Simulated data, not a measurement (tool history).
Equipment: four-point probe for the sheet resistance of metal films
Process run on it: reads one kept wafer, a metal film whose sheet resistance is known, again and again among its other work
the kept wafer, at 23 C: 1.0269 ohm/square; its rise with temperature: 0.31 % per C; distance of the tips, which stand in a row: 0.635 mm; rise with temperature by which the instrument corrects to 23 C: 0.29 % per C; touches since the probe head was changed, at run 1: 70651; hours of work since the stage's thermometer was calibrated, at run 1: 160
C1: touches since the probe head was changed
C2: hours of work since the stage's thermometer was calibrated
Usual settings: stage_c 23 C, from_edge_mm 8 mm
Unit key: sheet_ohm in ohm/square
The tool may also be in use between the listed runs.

Run 1, day 0: usual settings; C1 70651; C2 160. Result: sheet_ohm 1.037248 ohm/square.
Run 2, day 0.867: usual settings but stage_c 19 C; C1 71308; C2 168. Result: sheet_ohm 1.036208 ohm/square.
Run 3, day 1.583: usual settings but stage_c 30 C; C1 71849; C2 175. Result: sheet_ohm 1.038526 ohm/square.
Run 4, day 2.217: usual settings but stage_c 30 C; C1 72332; C2 182. Result: sheet_ohm 1.038465 ohm/square.
Run 5, day 3.071: usual settings but from_edge_mm 10 mm; C1 72977; C2 190. Result: sheet_ohm 1.036149 ohm/square.
Run 6, day 3.946: usual settings but from_edge_mm 10 mm; C1 73643; C2 199. Result: sheet_ohm 1.036282 ohm/square.
Run 7, day 4.788: usual settings but from_edge_mm 10 mm; C1 74279; C2 207. Result: sheet_ohm 1.03629 ohm/square.
Run 8, day 5.592: usual settings but from_edge_mm 7 mm; C1 74889; C2 215. Result: sheet_ohm 1.03823 ohm/square.
Run 9, day 6.442: usual settings but from_edge_mm 7 mm; C1 75532; C2 223. Result: sheet_ohm 1.039031 ohm/square.
Run 10, day 7.038: usual settings but from_edge_mm 7 mm; C1 75986; C2 229. Result: sheet_ohm 1.038792 ohm/square.
At day 7.112: stage's thermometer calibrated.
Run 11, day 7.992: usual settings but from_edge_mm 7 mm; C1 76692; C2 9. Result: sheet_ohm 1.038517 ohm/square.
Run 12, day 8.854: usual settings but stage_c 19 C, from_edge_mm 7 mm; C1 77347; C2 17. Result: sheet_ohm 1.038097 ohm/square.
Run 13, day 9.883: usual settings but stage_c 19 C, from_edge_mm 7 mm; C1 78125; C2 28. Result: sheet_ohm 1.038098 ohm/square.
At day 10.958: new probe head fitted.
Run 14, day 10.958: usual settings but stage_c 19 C, from_edge_mm 10 mm; C1 0; C2 38. Result: sheet_ohm 1.026808 ohm/square.
Run 15, day 11.446: usual settings but stage_c 19 C, from_edge_mm 5 mm; C1 371; C2 43. Result: sheet_ohm 1.033358 ohm/square.
Run 16, day 12.038: usual settings but stage_c 19 C, from_edge_mm 5 mm; C1 820; C2 49. Result: sheet_ohm 1.033254 ohm/square.
At day 12.721: stage's thermometer calibrated, once more.
Run 17, day 12.95: usual settings but stage_c 20 C, from_edge_mm 11 mm; C1 1496; C2 2. Result: sheet_ohm 1.026974 ohm/square.
Run 18, day 13.475: usual settings but from_edge_mm 15 mm; C1 1894; C2 8. Result: sheet_ohm 1.026851 ohm/square.
Run 19, day 14.117: usual settings but from_edge_mm 6 mm; C1 2379; C2 14. Result: sheet_ohm 1.032142 ohm/square.
Run 20, day 14.75: usual settings but from_edge_mm 6 mm; C1 2857; C2 20. Result: sheet_ohm 1.032282 ohm/square.
Run 21, day 15.371: usual settings but from_edge_mm 6 mm; C1 3330; C2 26. Result: sheet_ohm 1.032474 ohm/square.
Run 22, day 16.038: usual settings but stage_c 19 C, from_edge_mm 36 mm; C1 3834; C2 33. Result: sheet_ohm 1.025206 ohm/square.
Run 23, day 16.983: usual settings but stage_c 19 C, from_edge_mm 36 mm; C1 4550; C2 42. Result: sheet_ohm 1.025645 ohm/square.

For some of the steps in sheet_ohm from one run to the next: how much would appear even if the tool had no hidden state, given the settings, what came in and random variation, and how much remains for the hidden state plus any gauge scatter that the measured result and the result without hidden state don't share?
Hidden state present: inner tips' distance over the nominal, %; tips' flats over new ones', %; wafer's true temperature over the reading, C; drift of the gauge itself on sheet_ohm, %.
Run 13 -> 14: from_edge_mm 7 -> 10, new probe head fitted. sheet_ohm -0.01129 ohm/square: hidden state -0.008838, all else -0.002452.
Run 16 -> 17: stage_c 19 -> 20, from_edge_mm 5 -> 11, stage's thermometer calibrated, once more. sheet_ohm -0.00628 ohm/square: hidden state +0.000574, all else -0.006854.
Run 21 -> 22: stage_c 23 -> 19, from_edge_mm 6 -> 36. sheet_ohm -0.007268 ohm/square: hidden state +0.000049, all else -0.007317.
